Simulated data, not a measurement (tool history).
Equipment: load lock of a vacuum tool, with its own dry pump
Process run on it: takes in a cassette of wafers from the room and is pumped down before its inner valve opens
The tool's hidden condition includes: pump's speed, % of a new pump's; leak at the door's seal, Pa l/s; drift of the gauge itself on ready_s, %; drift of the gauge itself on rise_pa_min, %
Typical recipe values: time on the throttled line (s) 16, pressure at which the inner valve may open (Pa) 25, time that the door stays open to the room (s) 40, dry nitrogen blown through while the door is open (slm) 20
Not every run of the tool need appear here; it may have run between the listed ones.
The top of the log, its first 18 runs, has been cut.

| run | hour | time on the throttled line (s) | pressure at which the inner valve may open (Pa) | time that the door stays open to the room (s) | dry nitrogen blown through while the door is open (slm) | hours that the pump has run since its overhaul | times that the door has closed on its seal | incoming humidity of the room's air, % | time from the closed door until the inner valve may open (s) | rise of the pressure with all valves shut (Pa/min) |
|---|---|---|---|---|---|---|---|---|---|---|
| 19 | 7271.8 | 19 | 44 | 27 | 36 | 2608 | 28899 | 41.5 | 32 | 0.174 |
| 20 | 7810.8 | 16 | 25 | 43 | 6 | 3147 | 29950 | 43.8 | 31 | 0.217 |
| 21 | 8111.7 | 16 | 41 | 93 | 6 | 3448 | 30536 | 46.7 | 29.5 | 0.254 |
| 22 | 8660.8 | 22 | 31 | 93 | 6 | 3997 | 31607 | 43.1 | 34.8 | 0.266 |
| 23 | 9099.6 | 29 | 28 | 40 | 20 | 4436 | 32463 | 45.1 | 40.5 | 0.211 |
| 24 | 9425.9 | 16 | 29 | 40 | 15 | 4762 | 33099 | 42.5 | 30.6 | 0.227 |
| 25 | 9920.1 | 16 | 29 | 40 | 15 | 5256 | 34063 | 45.8 | 30.9 | 0.231 |
| 26 | 10495.9 | 16 | 47 | 40 | 15 | 5832 | 35185 | 45.7 | 30.1 | 0.239 |
| 27 | 10917.2 | 16 | 47 | 115 | 26 | 6253 | 36007 | 42.4 | 29.8 | 0.261 |
| 28 | 11445.5 | 17 | 25 | 29 | 45 | 6782 | 37037 | 46.5 | 32.4 | 0.235 |
| 29 | 11967.1 | 23 | 36 | 87 | 10 | 7303 | 38054 | 44.2 | 36.1 | 0.299 |
| 30 | 12273.3 | 8 | 25 | 40 | 12 | 7609 | 38651 | 41.4 | 25.7 | 0.263 |
| 31 | 12727.2 | 8 | 25 | 40 | 12 | 8063 | 39536 | 43.7 | 26 | 0.283 |
| 32 | 13284.2 | 10 | 25 | 135 | 12 | 8620 | 40622 | 44.9 | 27.6 | 0.335 |
| 33 | 13730.3 | 13 | 25 | 135 | 12 | 9066 | 41492 | 44.4 | 29.9 | 0.347 |
| 34 | 14290.5 | 19 | 43 | 28 | 9 | 9627 | 42584 | 47.3 | 33.1 | 0.316 |
| 35 | 14754.3 | 27 | 43 | 28 | 15 | 10090 | 43489 | 48.7 | 38.9 | 0.316 |
| 36 | 15046.2 | 27 | 43 | 28 | 15 | 10382 | 44058 | 43.9 | 39.2 | 0.324 |

Forecast each of these 5 alternatives for the next run:
| A | 15629.5 | 10 | 49 | 53 | 20 | 10966 | 45195 | 47.1 | ? | ? |
| B | 15629.5 | 16 | 33 | 191 | 16 | 10966 | 45195 | 43.6 | ? | ? |
| C | 15629.5 | 13 | 43 | 122 | 15 | 10966 | 45195 | 47.2 | ? | ? |
| D | 15629.5 | 28 | 24 | 46 | 15 | 10966 | 45195 | 46.8 | ? | ? |
| E | 15629.5 | 16 | 22 | 55 | 20 | 10966 | 45195 | 47.3 | ? | ? |

| run | time from the closed door until the inner valve may open (s) | rise of the pressure with all valves shut (Pa/min) |
|---|---|---|
| A | 26.7 | 0.348 |
| B | 31.6 | 0.376 |
| C | 28.5 | 0.374 |
| D | 41.2 | 0.345 |
| E | 32.6 | 0.338 |
Without the tool's unlogged condition, the same runs would have read:
| run | time from the closed door until the inner valve may open (s) | rise of the pressure with all valves shut (Pa/min) |
|---|---|---|
| A | 24.8 | 0.046 |
| B | 29.8 | 0.082 |
| C | 26.7 | 0.076 |
| D | 39.7 | 0.047 |
| E | 30.7 | 0.042 |

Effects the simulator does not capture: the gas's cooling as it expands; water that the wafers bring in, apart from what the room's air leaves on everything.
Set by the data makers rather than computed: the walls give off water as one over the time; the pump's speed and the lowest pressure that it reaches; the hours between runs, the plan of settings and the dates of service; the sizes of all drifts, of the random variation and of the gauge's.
